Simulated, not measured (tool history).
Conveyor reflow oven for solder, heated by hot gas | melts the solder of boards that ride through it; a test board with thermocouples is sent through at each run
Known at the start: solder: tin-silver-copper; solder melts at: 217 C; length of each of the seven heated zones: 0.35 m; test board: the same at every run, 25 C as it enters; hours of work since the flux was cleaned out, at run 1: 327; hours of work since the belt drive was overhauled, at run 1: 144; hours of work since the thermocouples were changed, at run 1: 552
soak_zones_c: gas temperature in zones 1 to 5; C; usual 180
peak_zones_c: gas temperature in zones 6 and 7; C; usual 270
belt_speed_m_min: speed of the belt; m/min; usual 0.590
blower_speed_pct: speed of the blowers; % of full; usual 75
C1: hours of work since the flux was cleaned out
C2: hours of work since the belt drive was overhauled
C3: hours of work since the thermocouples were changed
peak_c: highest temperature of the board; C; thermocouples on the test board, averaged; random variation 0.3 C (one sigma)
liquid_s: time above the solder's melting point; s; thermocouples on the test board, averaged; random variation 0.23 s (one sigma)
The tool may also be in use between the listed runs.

Run 1, hour 0.0: usual settings; C1 327; C2 144; C3 552. Result: peak_c 250.1 C, liquid_s 52.9 s.
Run 2, hour 10.1: usual settings; C1 333; C2 151; C3 559. Result: peak_c 250.1 C, liquid_s 53.3 s.
Run 3, hour 17.9: usual settings; C1 338; C2 155; C3 563. Result: peak_c 249.5 C, liquid_s 52.9 s.
Run 4, hour 33.1: usual settings but peak_zones_c 267 C; C1 348; C2 165; C3 573. Result: peak_c 247.5 C, liquid_s 50.9 s.
Run 5, hour 41.0: usual settings but peak_zones_c 267 C; C1 352; C2 170; C3 578. Result: peak_c 247.6 C, liquid_s 51.0 s.
Run 6, hour 48.2: usual settings; C1 357; C2 174; C3 582. Result: peak_c 249.6 C, liquid_s 52.7 s.
Run 7, hour 55.9: usual settings; C1 362; C2 179; C3 587. Result: peak_c 250.2 C, liquid_s 52.5 s.
Run 8, hour 69.8: usual settings but blower_speed_pct 59 % of full; C1 370; C2 188; C3 596. Result: peak_c 245.5 C, liquid_s 48.5 s.
Run 9, hour 80.0: usual settings but blower_speed_pct 76 % of full; C1 377; C2 194; C3 602. Result: peak_c 249.7 C, liquid_s 52.7 s.
Run 10, hour 91.0: usual settings but blower_speed_pct 72 % of full; C1 384; C2 201; C3 609. Result: peak_c 249.3 C, liquid_s 51.8 s.
Run 11, hour 101.0: usual settings but soak_zones_c 189 C, belt_speed_m_min 0.485 m/min, blower_speed_pct 88 % of full; C1 390; C2 207; C3 615. Result: peak_c 258.3 C, liquid_s 77.4 s.
Run 12, hour 115.3: usual settings but soak_zones_c 189 C, belt_speed_m_min 0.485 m/min, blower_speed_pct 88 % of full; C1 399; C2 216; C3 624. Result: peak_c 258.6 C, liquid_s 77.0 s.
Run 13, hour 127.2: usual settings but soak_zones_c 191 C, peak_zones_c 269 C, belt_speed_m_min 0.514 m/min, blower_speed_pct 90 % of full; C1 406; C2 224; C3 632. Result: peak_c 256.5 C, liquid_s 72.3 s.
Run 14, hour 137.5: usual settings but soak_zones_c 191 C, peak_zones_c 259 C, belt_speed_m_min 0.514 m/min, blower_speed_pct 58 % of full; C1 413; C2 230; C3 638. Result: peak_c 242.3 C, liquid_s 60.1 s.
At hour 146.8: thermocouples of zones 6 and 7 changed.
Run 15, hour 146.8: usual settings but soak_zones_c 191 C, peak_zones_c 259 C, belt_speed_m_min 0.514 m/min, blower_speed_pct 58 % of full; C1 417; C2 235; C3 0. Result: peak_c 243.9 C, liquid_s 61.4 s.
Run 16, hour 154.0: usual settings but soak_zones_c 191 C, peak_zones_c 259 C, belt_speed_m_min 0.514 m/min, blower_speed_pct 58 % of full; C1 422; C2 239; C3 5. Result: peak_c 243.8 C, liquid_s 61.3 s.
At hour 174.8: flux residue cleaned out of gas plates and filters.
Run 17, hour 175.4: usual settings but soak_zones_c 191 C, peak_zones_c 259 C, belt_speed_m_min 0.514 m/min, blower_speed_pct 58 % of full; C1 0; C2 249; C3 15. Result: peak_c 246.1 C, liquid_s 64.4 s.

Forecast each of these 5 alternatives for the next run:
Run A, hour 183.8: usual settings but soak_zones_c 191 C, peak_zones_c 259 C, belt_speed_m_min 0.625 m/min, blower_speed_pct 58 % of full; C1 6; C2 255; C3 20. Result: peak_c ?, liquid_s ?.
Run B, hour 183.8: usual settings but soak_zones_c 189 C; C1 6; C2 255; C3 20. Result: peak_c ?, liquid_s ?.
Run C, hour 183.8: usual settings but soak_zones_c 195 C, peak_zones_c 259 C, belt_speed_m_min 0.514 m/min, blower_speed_pct 58 % of full; C1 6; C2 255; C3 20. Result: peak_c ?, liquid_s ?.
Run D, hour 183.8: usual settings but peak_zones_c 269 C; C1 6; C2 255; C3 20. Result: peak_c ?, liquid_s ?.
Run E, hour 183.8: usual settings but soak_zones_c 191 C, peak_zones_c 271 C, belt_speed_m_min 0.514 m/min, blower_speed_pct 58 % of full; C1 6; C2 255; C3 20. Result: peak_c ?, liquid_s ?.

run  peak_c  liquid_s
  A   240.5      46.3
  B   255.4      60.4
  C   246.5      67.3
  D   252.9      55.3
  E   256.9      71.7
Without the tool's hidden state the same runs would have given:
run  peak_c  liquid_s
  A   241.0      46.7
  B   256.0      60.6
  C   247.0      67.6
  D   253.5      55.5
  E   257.5      71.8
